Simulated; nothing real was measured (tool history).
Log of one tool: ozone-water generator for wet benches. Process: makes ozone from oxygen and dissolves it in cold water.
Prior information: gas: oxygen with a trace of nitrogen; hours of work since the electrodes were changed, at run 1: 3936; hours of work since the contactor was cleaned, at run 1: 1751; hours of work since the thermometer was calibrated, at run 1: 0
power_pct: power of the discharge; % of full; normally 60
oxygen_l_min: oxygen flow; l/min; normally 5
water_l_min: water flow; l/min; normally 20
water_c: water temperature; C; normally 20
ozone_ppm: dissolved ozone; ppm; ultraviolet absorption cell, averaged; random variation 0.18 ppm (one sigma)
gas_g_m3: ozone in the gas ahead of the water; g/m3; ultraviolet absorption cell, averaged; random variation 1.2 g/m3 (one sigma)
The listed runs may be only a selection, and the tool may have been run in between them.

run,hour,power_pct,oxygen_l_min,water_l_min,water_c,hours of work since the electrodes were changed,hours of work since the contactor was cleaned,hours of work since the thermometer was calibrated,ozone_ppm,gas_g_m3
1,0,60,5,20,20,3936,1751,0,21.7,190.4
2,161.3,44,5,20,20,4079,1894,143,18.2,160.8
3,258.9,44,5,20,20,4166,1980,230,18.3,158.9
4,336,44,5,20,20,4235,2049,298,18,159.3
5,508.8,44,5,20,20,4388,2202,452,18,158.8
6,607.1,44,5,20,20,4475,2290,539,17.9,157.3
7,709.9,44,5,20,20,4567,2381,631,17.6,156.6
8,886.2,44,5,20,20,4723,2538,787,17.9,157.3
9,963.5,79,5,20,20,4792,2606,856,24.1,212.5
10,1083.1,79,5,20,20,4898,2713,962,24.1,211.5
11,1218.8,60,5,20,20,5019,2833,1083,20.5,181.7
# hour 1232.2: water thermometer calibrated
12,1354.6,60,5,20,17,5139,2953,109,21.3,179.2
13,1456,60,5,20,17,5229,3043,199,21.2,180
14,1547.7,60,5,20,17,5310,3125,280,21,178.8
# hour 1601.9: water thermometer calibrated, once more
15,1713.3,60,5,20,17,5457,3271,99,20.9,178.2
16,1816.5,60,5,20,17,5549,3363,191,20.8,176.7
17,1925.5,60,5,20,17,5645,3460,287,20.8,176.6
18,2014.7,76,4.2,24,14,5725,3539,367,19.9,218.4
19,2105.4,76,4.2,24,14,5805,3620,447,19.9,213.7
20,2237.7,68,4.2,21,14,5923,3737,565,20.9,199.6
21,2368.5,60,8.96,20,27,6039,3853,681,17.2,132.9
22,2514.5,60,8.96,20,27,6169,3983,811,16.9,132.6
23,2637.5,60,8.96,20,27,6278,4092,920,17.2,131.8
24,2798.3,60,3.78,12,20,6421,4235,1063,26.6,191.2
25,2877.6,71,3.78,12,20,6491,4306,1133,29.1,209

Run 26, settings as shown, results not yet in. Your forecast:
26,3013.4,71,5.78,12,18,6612,4426,1254,?,?

ozone_ppm: 29.7 ppm
gas_g_m3: 170.4 g/m3
Minus the tool's unlogged condition, the same run would have read ozone_ppm 41.4 ppm, gas_g_m3 231 g/m3.
